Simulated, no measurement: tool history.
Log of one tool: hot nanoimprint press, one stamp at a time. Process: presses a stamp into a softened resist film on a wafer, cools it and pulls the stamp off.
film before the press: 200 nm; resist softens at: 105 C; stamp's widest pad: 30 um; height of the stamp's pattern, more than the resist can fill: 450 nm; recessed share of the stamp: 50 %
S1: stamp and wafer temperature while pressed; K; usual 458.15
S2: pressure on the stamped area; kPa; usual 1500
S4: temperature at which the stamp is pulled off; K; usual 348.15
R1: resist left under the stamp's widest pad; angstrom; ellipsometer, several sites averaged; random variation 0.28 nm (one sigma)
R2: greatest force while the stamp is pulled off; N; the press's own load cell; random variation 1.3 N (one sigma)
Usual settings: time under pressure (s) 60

{"run": 1, "day": 0.0, "S1": 458.15, "S2": 1500, "time under pressure (s)": 60, "S4": 348.15, "R1": 771, "R2": 158}
{"run": 2, "day": 0.821, "S1": 458.15, "S2": 1820, "time under pressure (s)": 60, "S4": 348.15, "R1": 707, "R2": 159}
{"run": 3, "day": 1.788, "S1": 458.15, "S2": 1500, "time under pressure (s)": 60, "S4": 348.15, "R1": 777, "R2": 164}
{"run": 4, "day": 2.433, "S1": 458.15, "S2": 1500, "time under pressure (s)": 60, "S4": 348.15, "R1": 777, "R2": 166}
{"run": 5, "day": 3.192, "S1": 458.15, "S2": 1210, "time under pressure (s)": 60, "S4": 348.15, "R1": 870, "R2": 170}
{"run": 6, "day": 3.662, "S1": 454.15, "S2": 1210, "time under pressure (s)": 60, "S4": 348.15, "R1": 1003, "R2": 169}
{"run": 7, "day": 4.292, "S1": 454.15, "S2": 1210, "time under pressure (s)": 60, "S4": 348.15, "R1": 1007, "R2": 174}
{"run": 8, "day": 5.329, "S1": 466.15, "S2": 1500, "time under pressure (s)": 60, "S4": 348.15, "R1": 590, "R2": 176}
{"day": 5.821, "done": "stamp cleaned and given a new release coat"}
{"run": 9, "day": 6.35, "S1": 468.15, "S2": 1500, "time under pressure (s)": 60, "S4": 348.15, "R1": 550, "R2": 152}
{"day": 6.879, "done": "press's hydraulic seals changed and the load cell set to zero"}
{"run": 10, "day": 7.304, "S1": 468.15, "S2": 1500, "time under pressure (s)": 60, "S4": 348.15, "R1": 534, "R2": 155}
{"run": 11, "day": 7.908, "S1": 468.15, "S2": 1500, "time under pressure (s)": 60, "S4": 348.15, "R1": 533, "R2": 158}
{"run": 12, "day": 8.771, "S1": 458.15, "S2": 1500, "time under pressure (s)": 60, "S4": 342.15, "R1": 763, "R2": 177}
{"run": 13, "day": 9.625, "S1": 458.15, "S2": 1500, "time under pressure (s)": 60, "S4": 342.15, "R1": 765, "R2": 181}
{"run": 14, "day": 10.325, "S1": 446.15, "S2": 1500, "time under pressure (s)": 60, "S4": 348.15, "R1": 1195, "R2": 168}
{"run": 15, "day": 11.196, "S1": 446.15, "S2": 1500, "time under pressure (s)": 60, "S4": 348.15, "R1": 1196, "R2": 167}
{"run": 16, "day": 12.021, "S1": 463.15, "S2": 1930, "time under pressure (s)": 106, "S4": 338.15, "R1": 447, "R2": 202}
{"run": 17, "day": 12.717, "S1": 457.15, "S2": 960, "time under pressure (s)": 53, "S4": 346.15, "R1": 1053, "R2": 182}
{"run": 18, "day": 13.204, "S1": 457.15, "S2": 960, "time under pressure (s)": 53, "S4": 346.15, "R1": 1062, "R2": 181}
{"day": 14.183, "done": "stamp cleaned and given a new release coat"}
{"run": 19, "day": 14.542, "S1": 457.15, "S2": 960, "time under pressure (s)": 53, "S4": 346.15, "R1": 1050, "R2": 158}
{"run": 20, "day": 15.429, "S1": 457.15, "S2": 960, "time under pressure (s)": 40, "S4": 341.15, "R1": 1153, "R2": 176}
{"run": 21, "day": 16.488, "S1": 457.15, "S2": 960, "time under pressure (s)": 40, "S4": 341.15, "R1": 1164, "R2": 180}
{"run": 22, "day": 17.542, "S1": 457.15, "S2": 960, "time under pressure (s)": 40, "S4": 341.15, "R1": 1168, "R2": 185}
{"run": 23, "day": 17.988, "S1": 448.15, "S2": 960, "time under pressure (s)": 40, "S4": 333.15, "R1": 1491, "R2": 212}
{"run": 24, "day": 18.925, "S1": 453.15, "S2": 1780, "time under pressure (s)": 31, "S4": 348.15, "R1": 1085, "R2": 169}
{"day": 19.542, "done": "plate thermocouple calibrated"}
{"run": 25, "day": 20.004, "S1": 463.15, "S2": 920, "time under pressure (s)": 31, "S4": 335.15, "R1": 1021, "R2": 205}
{"run": 26, "day": 20.875, "S1": 463.15, "S2": 920, "time under pressure (s)": 31, "S4": 335.15, "R1": 1028, "R2": 210}
{"run": 27, "day": 21.421, "S1": 463.15, "S2": 1620, "time under pressure (s)": 98, "S4": 337.15, "R1": 494, "R2": 209}
{"day": 22.3, "done": "stamp cleaned and given a new release coat"}
{"run": 28, "day": 22.446, "S1": 458.15, "S2": 1500, "time under pressure (s)": 60, "S4": 353.15, "R1": 756, "R2": 138}
{"run": 29, "day": 23.1, "S1": 451.15, "S2": 1500, "time under pressure (s)": 60, "S4": 348.15, "R1": 984, "R2": 154}
{"run": 30, "day": 23.892, "S1": 458.15, "S2": 1310, "time under pressure (s)": 41, "S4": 342.15, "R1": 929, "R2": 172}

Forecast each of these 4 alternatives for the next run:
{"run": "A", "day": 24.612, "S1": 458.15, "S2": 1310, "time under pressure (s)": 41, "S4": 355.15, "R1": "?", "R2": "?"}
{"run": "B", "day": 24.612, "S1": 458.15, "S2": 1500, "time under pressure (s)": 60, "S4": 342.15, "R1": "?", "R2": "?"}
{"run": "C", "day": 24.612, "S1": 458.15, "S2": 1310, "time under pressure (s)": 41, "S4": 345.15, "R1": "?", "R2": "?"}
{"run": "D", "day": 24.612, "S1": 452.15, "S2": 1500, "time under pressure (s)": 68, "S4": 348.15, "R1": "?", "R2": "?"}

run=A R1=934 R2=139
run=B R1=758 R2=173
run=C R1=934 R2=168
run=D R1=911 R2=158
Without the tool's hidden state the same runs would have given:
run=A R1=916 R2=132
run=B R1=742 R2=165
run=C R1=916 R2=160
run=D R1=891 R2=150
